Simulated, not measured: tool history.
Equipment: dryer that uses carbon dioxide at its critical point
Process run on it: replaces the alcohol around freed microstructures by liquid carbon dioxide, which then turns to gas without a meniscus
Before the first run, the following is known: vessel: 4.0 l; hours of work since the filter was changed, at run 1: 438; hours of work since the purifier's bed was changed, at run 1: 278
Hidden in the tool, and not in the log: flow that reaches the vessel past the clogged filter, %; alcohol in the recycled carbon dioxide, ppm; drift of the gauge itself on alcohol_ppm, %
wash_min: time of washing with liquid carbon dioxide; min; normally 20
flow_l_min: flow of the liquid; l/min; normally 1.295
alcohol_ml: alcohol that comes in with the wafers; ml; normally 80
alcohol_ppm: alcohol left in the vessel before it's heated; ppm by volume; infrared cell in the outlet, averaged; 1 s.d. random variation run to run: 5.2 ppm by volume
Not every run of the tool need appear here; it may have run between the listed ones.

run   hour  wash_min  flow_l_min  alcohol_ml  hours of work since the filter was changed  hours of work since the purifier's bed was changed  alcohol_ppm
  1    0.0        20       1.295          80                                         438                                                 278          219
  2    8.6        20       1.295          80                                         444                                                 284          230
  3   27.2        20       1.295          80                                         458                                                 297          244
  4   36.9        20       1.295          80                                         465                                                 304          249
  5   46.9        20       1.295          80                                         472                                                 311          237
  6   63.7        20       1.295          80                                         484                                                 323          241
  7   71.5        20       1.295          80                                         490                                                 329          238
  8   86.6        31       1.920          22                                         501                                                 340           40
      94.4  -- inlet filter changed
  9  100.2        31       1.920          74                                           4                                                 349           49
 10  112.1        26       1.920          46                                          13                                                 358           66
 11  121.7        12       1.440         111                                          20                                                 364          830

How the hidden state differs across the entries between the runs, from the last listed run before each to the first after it:
Logged between run 8 and run 9: inlet filter changed (hour 94.4)
  flow that reaches the vessel past the clogged filter, %: 87 -> 99.9; alcohol in the recycled carbon dioxide, ppm: 53.9 -> 55.1
  difference, measured minus the result without the unlogged condition, alcohol_ppm: +40 -> +49 ppm by volume
